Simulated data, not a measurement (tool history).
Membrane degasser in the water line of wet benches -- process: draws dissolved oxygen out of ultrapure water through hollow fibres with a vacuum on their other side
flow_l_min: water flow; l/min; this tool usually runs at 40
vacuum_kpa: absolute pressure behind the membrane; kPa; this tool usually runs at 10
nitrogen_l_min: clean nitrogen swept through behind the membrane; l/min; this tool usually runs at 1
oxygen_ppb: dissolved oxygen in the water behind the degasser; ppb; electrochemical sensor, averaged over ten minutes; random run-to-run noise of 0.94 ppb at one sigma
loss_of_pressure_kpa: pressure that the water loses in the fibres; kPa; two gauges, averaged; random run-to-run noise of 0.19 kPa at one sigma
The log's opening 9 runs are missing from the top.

| run | day | flow_l_min | vacuum_kpa | nitrogen_l_min | oxygen_ppb | loss_of_pressure_kpa |
|---|---|---|---|---|---|---|
| 10 | 40.433 | 40 | 17 | 1 | 1010.5 | 39.1 |
| 11 | 45.779 | 40 | 17 | 1 | 1014.2 | 38.99 |
| 12 | 51.683 | 40 | 17 | 1 | 1014.2 | 38.72 |
| 13 | 57.238 | 40 | 17 | 1 | 1011.1 | 38.48 |
| 14 | 62.825 | 56 | 10 | 1 | 739.7 | 53.8 |
|  | 63.792 | gauge calibrated |
| 15 | 68.688 | 56 | 10 | 1 | 739.6 | 55.36 |
| 16 | 72.792 | 40 | 10 | 1 | 536.2 | 39.62 |
| 17 | 78.521 | 40 | 10 | 1 | 535.4 | 39.46 |
| 18 | 82.762 | 40 | 10 | 1 | 535.6 | 39.21 |
| 19 | 86.321 | 31 | 8.8 | 1 | 356.2 | 30.47 |
| 20 | 89.529 | 31 | 8.8 | 0.83 | 413.2 | 30.22 |
| 21 | 94.142 | 30 | 19.7 | 0.83 | 1087.3 | 29.36 |
| 22 | 97.712 | 30 | 19.7 | 0.83 | 1087.6 | 29.41 |
| 23 | 100.662 | 60 | 15.5 | 0.95 | 1320.5 | 58.61 |
| 24 | 105.538 | 60 | 15.5 | 0.95 | 1326.4 | 58.23 |
| 25 | 111.712 | 53 | 15.7 | 0.57 | 1642.5 | 51.19 |
| 26 | 114.221 | 53 | 15.7 | 0.57 | 1646.6 | 51.79 |
| 27 | 120.092 | 53 | 15.7 | 0.57 | 1645.1 | 51.38 |
| 28 | 122.867 | 53 | 15.7 | 0.57 | 1646.1 | 51.33 |
| 29 | 128.329 | 37 | 24.2 | 0.42 | 2376.3 | 35.97 |
| 30 | 132.35 | 37 | 24.2 | 0.42 | 2376.6 | 35.67 |
| 31 | 136.592 | 33 | 10 | 1.45 | 335.6 | 31.94 |

Predict each of these 5 candidate next runs independently; none follows another, all start after run 31:
|  | 139.858 | vacuum gauge calibrated |
| A | 140.875 | 29 | 8.1 | 0.65 | ? | ? |
|  | 139.858 | vacuum gauge calibrated |
| B | 140.875 | 44 | 12.5 | 2.53 | ? | ? |
|  | 139.858 | vacuum gauge calibrated |
| C | 140.875 | 28 | 10 | 2.2 | ? | ? |
|  | 139.858 | vacuum gauge calibrated |
| D | 140.875 | 40 | 20.8 | 0.82 | ? | ? |
|  | 139.858 | vacuum gauge calibrated |
| E | 140.875 | 40 | 10 | 0.64 | ? | ? |

| run | oxygen_ppb | loss_of_pressure_kpa |
|---|---|---|
| A | 414.9 | 27.97 |
| B | 380.7 | 42.27 |
| C | 199.5 | 27.07 |
| D | 1433.6 | 38.52 |
| E | 731.5 | 38.59 |
Without the tool's hidden state the same runs would have given:
| run | oxygen_ppb | loss_of_pressure_kpa |
|---|---|---|
| A | 414.9 | 28.79 |
| B | 380.6 | 43.53 |
| C | 199.5 | 27.87 |
| D | 1433.6 | 39.66 |
| E | 731.4 | 39.73 |
